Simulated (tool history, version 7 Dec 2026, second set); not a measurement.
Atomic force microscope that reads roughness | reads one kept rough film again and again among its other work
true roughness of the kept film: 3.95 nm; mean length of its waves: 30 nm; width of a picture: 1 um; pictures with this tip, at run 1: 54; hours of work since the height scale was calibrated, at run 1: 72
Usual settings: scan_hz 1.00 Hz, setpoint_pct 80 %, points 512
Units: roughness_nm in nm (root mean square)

run     day  scan_hz  setpoint_pct  points  pictures with this tip  hours of work since the height scale was calibrated  roughness_nm
  1   0.000     1.00            80     512                      54                                                   72         3.335
      0.333  -- new tip fitted
  2   0.554     1.00            80     283                       9                                                   81         3.315
  3   1.004     1.00            80     283                      27                                                   89         3.334
  4   1.650     1.00            80     283                      52                                                   99         3.307
      1.983  -- new tip fitted
  5   2.142     1.00            74     283                       6                                                  107         3.332
  6   2.617     0.79            80     512                      25                                                  115         3.372
  7   3.092     0.79            80     512                      44                                                  123         3.369
  8   3.529     1.96            80     512                      61                                                  130         3.208
      3.638  -- new tip fitted
  9   4.262     1.96            80     512                      25                                                  142         3.211
 10   4.592     1.96            80     512                      38                                                  147         3.214
 11   4.904     1.96            80     512                      50                                                  152         3.206
      5.312  -- new tip fitted
 12   5.571     1.96            80     512                      10                                                  163         3.244
 13   6.175     1.96            80     512                      34                                                  173         3.225
 14   6.621     1.96            80     512                      52                                                  180         3.205
      6.992  -- new tip fitted
 15   7.308     1.96            80     512                      13                                                  191         3.220
 16   7.958     1.00            59     512                      38                                                  202         3.439
 17   8.271     1.00            80     512                      51                                                  207         3.334
 18   8.575     1.00            80     286                      63                                                  212         3.329
      8.650  -- new tip fitted
 19   9.146     1.00            80     311                      20                                                  221         3.353
 20   9.767     1.00            80     311                      45                                                  232         3.339
 21  10.133     1.00            80     311                      59                                                  238         3.326
     10.308  -- new tip fitted
 22  10.725     1.00            80     512                      17                                                  247         3.350
 23  11.371     1.00            80     512                      42                                                  258         3.338
     11.967  -- new tip fitted
 24  11.967     1.00            80     512                       0                                                  267         3.352
 25  12.312     2.95            59     336                      14                                                  273         3.324
 26  12.804     2.95            66     479                      34                                                  281         3.303
 27  13.412     2.95            66     479                      58                                                  291         3.281
     13.642  -- new tip fitted
 28  13.929     2.95            66     749                      12                                                  299         3.311
 29  14.488     2.95            66     749                      34                                                  308         3.284
 30  14.792     1.00            89     753                      46                                                  314         3.267
     15.279  -- new tip fitted
 31  15.300     1.76            64     963                       1                                                  322         3.408
 32  15.750     2.04            88     302                      18                                                  329         3.056
 33  16.312     1.90            77     302                      41                                                  338         3.237
 34  16.633     0.72            86     623                      54                                                  344         3.340
     16.929  -- new tip fitted
 35  17.229     0.72            86     623                      12                                                  353         3.372
 36  17.554     0.72            86     623                      24                                                  358         3.361
 37  18.225     0.72            86     623                      51                                                  369         3.341
 38  18.533     0.99            88     693                      63                                                  375         3.270
     18.617  -- new tip fitted
 39  18.875     0.99            58     263                      10                                                  380         3.435
 40  19.267     1.01            69    1020                      26                                                  386         3.424
 41  19.688     2.86            73     284                      42                                                  393         3.161
     20.279  -- new tip fitted
 42  20.342     2.86            73     284                       3                                                  404         3.183
 43  20.721     1.45            80     538                      18                                                  410         3.285
 44  21.212     1.45            73     654                      37                                                  418         3.313
 45  21.800     1.00            64     856                      61                                                  428         3.433

4 ways to go on from here, each from the tool as it stands after run 45. What would each give?
     21.929  -- new tip fitted
  A  22.408     1.73            58     283                      19                                                  437             ?
     21.929  -- new tip fitted
  B  22.408     3.47            80     319                      19                                                  437             ?
     21.929  -- new tip fitted
  C  22.408     1.65            60     637                      19                                                  437             ?
     21.929  -- new tip fitted
  D  22.408     0.67            82     532                      19                                                  437             ?

run  roughness_nm
  A         3.399
  B         3.006
  C         3.418
  D         3.387
Without the tool's hidden state the same runs would have given:
run  roughness_nm
  A         3.404
  B         3.011
  C         3.424
  D         3.393

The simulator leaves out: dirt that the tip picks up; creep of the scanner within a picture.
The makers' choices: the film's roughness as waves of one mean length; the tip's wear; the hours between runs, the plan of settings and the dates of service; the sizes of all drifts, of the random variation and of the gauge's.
